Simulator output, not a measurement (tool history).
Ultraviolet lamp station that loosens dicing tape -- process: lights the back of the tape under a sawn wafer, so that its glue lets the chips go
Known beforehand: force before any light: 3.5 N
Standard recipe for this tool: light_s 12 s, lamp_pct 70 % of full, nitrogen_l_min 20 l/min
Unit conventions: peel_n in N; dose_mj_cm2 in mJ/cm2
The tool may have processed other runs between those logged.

Run 1, hour 0: usual settings. Result: peel_n 0.307 N, dose_mj_cm2 494 mJ/cm2.
Run 2, hour 7.1: usual settings. Result: peel_n 0.31 N, dose_mj_cm2 497 mJ/cm2.
Run 3, hour 17: usual settings. Result: peel_n 0.305 N, dose_mj_cm2 499 mJ/cm2.
Run 4, hour 23.2: usual settings. Result: peel_n 0.312 N, dose_mj_cm2 496 mJ/cm2.
Run 5, hour 31.9: usual settings. Result: peel_n 0.313 N, dose_mj_cm2 494 mJ/cm2.
Run 6, hour 36.7: usual settings but nitrogen_l_min 21 l/min. Result: peel_n 0.304 N, dose_mj_cm2 489 mJ/cm2.
Run 7, hour 47.5: usual settings but nitrogen_l_min 37 l/min. Result: peel_n 0.215 N, dose_mj_cm2 492 mJ/cm2.
Run 8, hour 57.9: usual settings but nitrogen_l_min 37 l/min. Result: peel_n 0.235 N, dose_mj_cm2 502 mJ/cm2.
Run 9, hour 69: usual settings but lamp_pct 60 % of full, nitrogen_l_min 37 l/min. Result: peel_n 0.31 N, dose_mj_cm2 415 mJ/cm2.
Run 10, hour 78.2: usual settings but lamp_pct 60 % of full, nitrogen_l_min 37 l/min. Result: peel_n 0.301 N, dose_mj_cm2 418 mJ/cm2.
Run 11, hour 83.4: usual settings. Result: peel_n 0.309 N, dose_mj_cm2 490 mJ/cm2.
Run 12, hour 92.1: usual settings. Result: peel_n 0.313 N, dose_mj_cm2 487 mJ/cm2.
Run 13, hour 98.7: usual settings. Result: peel_n 0.321 N, dose_mj_cm2 488 mJ/cm2.
Run 14, hour 108.4: usual settings. Result: peel_n 0.329 N, dose_mj_cm2 484 mJ/cm2.
Run 15, hour 119.1: usual settings. Result: peel_n 0.324 N, dose_mj_cm2 483 mJ/cm2.
Run 16, hour 126: usual settings but lamp_pct 77 % of full. Result: peel_n 0.272 N, dose_mj_cm2 531 mJ/cm2.
Run 17, hour 132.1: usual settings but lamp_pct 77 % of full. Result: peel_n 0.27 N, dose_mj_cm2 527 mJ/cm2.
Run 18, hour 138.6: usual settings but lamp_pct 77 % of full. Result: peel_n 0.274 N, dose_mj_cm2 523 mJ/cm2.
Run 19, hour 149.2: usual settings but light_s 8 s, lamp_pct 65 % of full, nitrogen_l_min 15 l/min. Result: peel_n 0.888 N, dose_mj_cm2 294 mJ/cm2.
Run 20, hour 154.4: usual settings but light_s 13 s, nitrogen_l_min 19 l/min. Result: peel_n 0.292 N, dose_mj_cm2 522 mJ/cm2.
Run 21, hour 164.2: usual settings but light_s 11 s, lamp_pct 87 % of full, nitrogen_l_min 14 l/min. Result: peel_n 0.325 N, dose_mj_cm2 545 mJ/cm2.
Run 22, hour 173.9: usual settings but nitrogen_l_min 22 l/min. Result: peel_n 0.315 N, dose_mj_cm2 476 mJ/cm2.
Run 23, hour 180.2: usual settings but nitrogen_l_min 22 l/min. Result: peel_n 0.323 N, dose_mj_cm2 477 mJ/cm2.
Run 24, hour 188.2: usual settings but lamp_pct 83 % of full, nitrogen_l_min 13 l/min. Result: peel_n 0.321 N, dose_mj_cm2 565 mJ/cm2.
Run 25, hour 196.4: usual settings but light_s 8 s, lamp_pct 83 % of full, nitrogen_l_min 35 l/min. Result: peel_n 0.406 N, dose_mj_cm2 373 mJ/cm2.
Run 26, hour 207.1: usual settings but light_s 8 s, lamp_pct 72 % of full, nitrogen_l_min 35 l/min. Result: peel_n 0.522 N, dose_mj_cm2 325 mJ/cm2.
Run 27, hour 218.1: usual settings but light_s 8 s, lamp_pct 72 % of full, nitrogen_l_min 35 l/min. Result: peel_n 0.54 N, dose_mj_cm2 321 mJ/cm2.
Run 28, hour 223.1: usual settings but light_s 7 s, lamp_pct 78 % of full. Result: peel_n 0.754 N, dose_mj_cm2 308 mJ/cm2.
Run 29, hour 229.1: usual settings but light_s 19 s. Result: peel_n 0.116 N, dose_mj_cm2 749 mJ/cm2.
Run 30, hour 235.7: usual settings but light_s 18 s, lamp_pct 84 % of full, nitrogen_l_min 30 l/min. Result: peel_n 0.099 N, dose_mj_cm2 852 mJ/cm2.
Run 31, hour 245.7: usual settings but light_s 17 s, nitrogen_l_min 8 l/min. Result: peel_n 0.304 N, dose_mj_cm2 669 mJ/cm2.
Run 32, hour 251.3: usual settings but lamp_pct 85 % of full, nitrogen_l_min 16 l/min. Result: peel_n 0.261 N, dose_mj_cm2 568 mJ/cm2.
Run 33, hour 260: usual settings but lamp_pct 76 % of full, nitrogen_l_min 16 l/min. Result: peel_n 0.325 N, dose_mj_cm2 515 mJ/cm2.
Run 34, hour 268.6: usual settings but lamp_pct 76 % of full, nitrogen_l_min 16 l/min. Result: peel_n 0.358 N, dose_mj_cm2 502 mJ/cm2.
Run 35, hour 275.1: usual settings but lamp_pct 76 % of full, nitrogen_l_min 16 l/min. Result: peel_n 0.346 N, dose_mj_cm2 502 mJ/cm2.

For some of the steps in peel_n from one run to the next: how much would appear even if the tool had no hidden state, given the settings, what came in and random variation, and how much remains for the hidden state plus any gauge scatter that the measured result and the result without hidden state don't share?
Hidden conditions of the tool in this case: lamp's light, % of a new lamp's; light that the window lets through, % of a clean one's; drift of the gauge itself on peel_n, %; drift of the gauge itself on dose_mj_cm2, %.
Run 18 -> 19: light_s 12 -> 8, lamp_pct 77 -> 65, nitrogen_l_min 20 -> 15. peel_n +0.614 N: hidden state +0.046, all else +0.568.
Run 19 -> 20: light_s 8 -> 13, lamp_pct 65 -> 70, nitrogen_l_min 15 -> 19. peel_n -0.596 N: hidden state -0.041, all else -0.555.
Run 28 -> 29: light_s 7 -> 19, lamp_pct 78 -> 70. peel_n -0.638 N: hidden state -0.077, all else -0.561.
Run 30 -> 31: light_s 18 -> 17, lamp_pct 84 -> 70, nitrogen_l_min 30 -> 8. peel_n +0.205 N: hidden state +0.048, all else +0.157.
